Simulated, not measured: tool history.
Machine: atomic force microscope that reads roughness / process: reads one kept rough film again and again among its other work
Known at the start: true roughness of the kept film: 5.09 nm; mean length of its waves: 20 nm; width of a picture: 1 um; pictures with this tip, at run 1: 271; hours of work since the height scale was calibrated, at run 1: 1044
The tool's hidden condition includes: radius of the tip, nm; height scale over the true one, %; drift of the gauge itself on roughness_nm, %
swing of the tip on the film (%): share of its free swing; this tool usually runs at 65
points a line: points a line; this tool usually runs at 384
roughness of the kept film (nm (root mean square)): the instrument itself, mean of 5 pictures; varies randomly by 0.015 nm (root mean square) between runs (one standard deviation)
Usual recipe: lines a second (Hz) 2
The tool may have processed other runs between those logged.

| run | hour | lines a second (Hz) | swing of the tip on the film (%) | points a line | pictures with this tip | hours of work since the height scale was calibrated | roughness of the kept film (nm (root mean square)) |
|---|---|---|---|---|---|---|---|
| 1 | 0 | 2 | 65 | 384 | 271 | 1044 | 2.595 |
|  | 46.2 | new tip fitted |
| 2 | 49.1 | 2 | 65 | 384 | 5 | 1072 | 3.609 |
| 3 | 100.6 | 2 | 65 | 666 | 94 | 1102 | 3.265 |
| 4 | 134.5 | 2 | 65 | 666 | 153 | 1121 | 3.038 |
| 5 | 195.3 | 2 | 65 | 666 | 258 | 1156 | 2.683 |
| 6 | 236.8 | 2 | 65 | 666 | 329 | 1180 | 2.495 |
|  | 247.5 | new tip fitted |
| 7 | 285.4 | 2 | 65 | 666 | 66 | 1208 | 3.311 |
| 8 | 336.3 | 2 | 65 | 384 | 154 | 1237 | 2.976 |
| 9 | 406.7 | 2 | 65 | 384 | 275 | 1278 | 2.62 |
|  | 451.8 | new tip fitted |
| 10 | 482.5 | 2 | 65 | 384 | 54 | 1321 | 3.31 |
| 11 | 524.4 | 2 | 65 | 384 | 126 | 1346 | 3.003 |
| 12 | 565.3 | 2 | 65 | 402 | 197 | 1369 | 2.766 |
| 13 | 607.7 | 2 | 67 | 384 | 270 | 1394 | 2.536 |
|  | 652.3 | new tip fitted |
| 14 | 672.8 | 2 | 65 | 384 | 36 | 1431 | 3.444 |
| 15 | 721.7 | 2 | 65 | 384 | 120 | 1459 | 3.162 |
| 16 | 794.1 | 2 | 65 | 384 | 245 | 1501 | 2.708 |
| 17 | 841.2 | 2 | 65 | 384 | 327 | 1528 | 2.48 |
|  | 853.6 | new tip fitted |
| 18 | 912.1 | 3.23 | 65 | 384 | 101 | 1569 | 3.097 |
| 19 | 948.5 | 2 | 65 | 384 | 164 | 1590 | 2.897 |
| 20 | 992.9 | 2 | 78 | 384 | 241 | 1615 | 2.637 |
|  | 1059.1 | new tip fitted |
| 21 | 1064.5 | 2 | 65 | 384 | 9 | 1656 | 3.581 |
| 22 | 1130.1 | 2 | 65 | 384 | 123 | 1694 | 3.029 |
| 23 | 1168.4 | 0.79 | 65 | 384 | 189 | 1716 | 2.865 |
| 24 | 1207.5 | 0.79 | 84 | 384 | 256 | 1739 | 2.625 |
| 25 | 1245.1 | 0.96 | 82 | 319 | 321 | 1761 | 2.416 |
|  | 1260.3 | new tip fitted |
| 26 | 1322.6 | 0.96 | 82 | 319 | 107 | 1805 | 3.151 |
| 27 | 1396.4 | 2.27 | 73 | 862 | 235 | 1847 | 2.723 |
|  | 1403.6 | height scale calibrated on a step standard |
| 28 | 1461.1 | 2.27 | 73 | 862 | 345 | 33 | 2.44 |
|  | 1466.7 | new tip fitted |
| 29 | 1501.9 | 2.27 | 73 | 862 | 61 | 56 | 3.312 |
| 30 | 1574.9 | 0.59 | 58 | 614 | 187 | 99 | 2.954 |
| 31 | 1616.8 | 0.59 | 58 | 614 | 259 | 123 | 2.705 |
| 32 | 1665 | 0.59 | 58 | 614 | 343 | 151 | 2.501 |
|  | 1672.7 | new tip fitted |
| 33 | 1709.2 | 0.59 | 58 | 614 | 63 | 176 | 3.442 |
| 34 | 1742.8 | 3.11 | 58 | 669 | 121 | 195 | 3.183 |
|  | 1791.2 | height scale calibrated on a step standard, once more |
| 35 | 1792.6 | 2.65 | 67 | 966 | 206 | 1 | 2.782 |
| 36 | 1862.4 | 2.65 | 67 | 966 | 326 | 41 | 2.421 |

What will run 37 give?
|  | 1875.6 | new tip fitted |
| 37 | 1918.3 | 3.81 | 81 | 710 | 74 | 73 | ? |

Run 37 yielded roughness of the kept film (nm (root mean square)) 2.948.
With the hidden condition absent and the run-to-run variation left alone, this run would have shown roughness of the kept film (nm (root mean square)) 3.383.
